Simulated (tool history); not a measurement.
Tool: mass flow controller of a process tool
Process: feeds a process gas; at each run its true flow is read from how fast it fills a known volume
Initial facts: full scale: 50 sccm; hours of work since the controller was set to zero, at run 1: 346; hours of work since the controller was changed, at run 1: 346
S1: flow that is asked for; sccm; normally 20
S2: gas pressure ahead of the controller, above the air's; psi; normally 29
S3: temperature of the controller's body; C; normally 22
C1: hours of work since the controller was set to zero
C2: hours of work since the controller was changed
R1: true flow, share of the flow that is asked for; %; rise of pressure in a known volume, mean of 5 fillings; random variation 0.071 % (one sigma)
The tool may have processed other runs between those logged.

run    hour  S1    S2  S3    C1    C2      R1
  1       0  20    29  22   346   346  100.04
  2      47  18    29  22   364   364  100.08
  3   126.6  20    29  22   396   396  100.16
  4   214.1  20    29  22   430   430   100.1
  5   277.2  20    29  22   455   455  100.03
  6   347.8  20    29  22   482   482  100.21
  7   423.1  20    29  22   512   512  100.17
  8   484.2  20    29  22   536   536   100.2
  9   544.5  20    29  22   560   560  100.12
 10   584.9  20    29  22   575   575  100.07
 11   675.6  23    29  22   611   611  100.11
 12   727.5  23    29  22   631   631  100.13
 13   795.8  20    29  22   658   658  100.07
 14   860.4  20    29  22   683   683  100.11
 15   936.5  20    29  22   713   713  100.16
 16   995.4  20  35.5  22   736   736   99.84
 17  1049.7  20  35.5  22   758   758    99.8
 18  1120.3  20  35.5  22   785   785   99.69
 19  1196.7  20    29  26   815   815   99.65
 20  1268.5  20    29  26   844   844   99.79
 21  1322.2  20    29  22   865   865  100.09
 22  1397.7  20    29  22   894   894  100.11
 23  1469.6  20    29  22   922   922  100.19
 24  1552.5  20    29  22   955   955   99.99
 25  1629.8  20    29  22   985   985  100.14
 26  1689.2  20    29  22  1009  1009   100.1
 27  1778.1  11  28.1  39  1043  1043   98.08
 28  1851.1   5  25.7  21  1072  1072   99.24
 29  1890.8   5  25.7  21  1088  1088   99.22
 30  1954.7   5  39.3  21  1113  1113   98.53
 31  2002.3  30  21.5  30  1131  1131  100.01
 32    2040  30  21.5  30  1146  1146   99.86
 33  2101.5  20  27.1  34  1170  1170   99.11
 34  2148.7  20  27.1  34  1189  1189   98.96
 35    2189  20  27.1  34  1205  1205   99.03
 36  2279.2  20    29  39  1240  1240    98.5
 37  2367.5  20    29  39  1275  1275   98.51
 38  2409.7  20    30  39  1291  1291   98.55
 39  2451.6  20    30  39  1308  1308   98.46
 40  2538.5  21  37.4  35  1342  1342   98.55
 41  2601.1  19  37.4  35  1366  1366   98.41
 42  2667.9  19  37.4  32  1393  1393    98.7
 43  2705.9  19  37.4  32  1407  1407   98.79
 44    2751  19  37.4  32  1425  1425   98.75
 45  2793.6  19  37.4  32  1442  1442   98.75
 46  2858.9  16  36.4  20  1467  1467   99.95
 47  2904.4  16  36.4  20  1485  1485   99.79
 48  2979.8  12  28.9  32  1515  1515   98.88
 49  3060.7  12  28.9  32  1547  1547   98.88

Below are 3 alternative next runs, each starting from the tool's condition after run 49. Predict each:
  A  3129.3  20    29  31  1574  1574   ?
  B  3129.3  21  25.5  20  1574  1574   ?
  C  3129.3  42    29  32  1574  1574   ?

run      R1
  A   99.27
  B  100.53
  C   99.77
Without the tool's unlogged condition, the same runs would have read:
run      R1
  A   99.18
  B  100.42
  C   99.45

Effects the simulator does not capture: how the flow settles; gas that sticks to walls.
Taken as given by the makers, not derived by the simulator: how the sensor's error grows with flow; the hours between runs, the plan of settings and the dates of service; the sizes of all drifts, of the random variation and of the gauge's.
